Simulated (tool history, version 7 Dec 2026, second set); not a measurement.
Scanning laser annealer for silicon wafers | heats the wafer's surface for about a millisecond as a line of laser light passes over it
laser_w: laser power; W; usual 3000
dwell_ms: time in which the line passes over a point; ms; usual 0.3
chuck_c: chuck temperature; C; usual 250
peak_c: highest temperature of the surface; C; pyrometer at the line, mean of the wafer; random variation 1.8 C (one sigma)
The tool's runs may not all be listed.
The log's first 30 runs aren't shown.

| run | hour | laser_w | dwell_ms | chuck_c | peak_c |
|---|---|---|---|---|---|
| 31 | 448.5 | 2937 | 0.25 | 284 | 956 |
| 32 | 459.1 | 3000 | 0.335 | 250 | 1065 |
| 33 | 468.6 | 3000 | 0.3 | 255 | 1016 |
| 34 | 480.6 | 2755 | 0.3 | 250 | 951 |
| 35 | 491.3 | 2755 | 0.3 | 250 | 951 |
| 36 | 500.2 | 2755 | 0.3 | 250 | 956 |
| 37 | 512.5 | 2755 | 0.376 | 243 | 1042 |
| 38 | 524.1 | 3260 | 0.332 | 258 | 1131 |
| 39 | 541 | 3180 | 0.356 | 286 | 1172 |
| 40 | 551.8 | 3228 | 0.3 | 215 | 1030 |
| 41 | 572.9 | 3225 | 0.233 | 215 | 918 |

3 ways to go on from here, each from the tool as it stands after run 41. What would each give?
| A | 588.1 | 3225 | 0.361 | 215 | ? |
| B | 588.1 | 2583 | 0.348 | 215 | ? |
| C | 588.1 | 3002 | 0.278 | 210 | ? |

| run | peak_c |
|---|---|
| A | 1123 |
| B | 930 |
| C | 933 |
Without the tool's hidden state the same runs would have given:
| run | peak_c |
|---|---|
| A | 1160 |
| B | 958 |
| C | 962 |

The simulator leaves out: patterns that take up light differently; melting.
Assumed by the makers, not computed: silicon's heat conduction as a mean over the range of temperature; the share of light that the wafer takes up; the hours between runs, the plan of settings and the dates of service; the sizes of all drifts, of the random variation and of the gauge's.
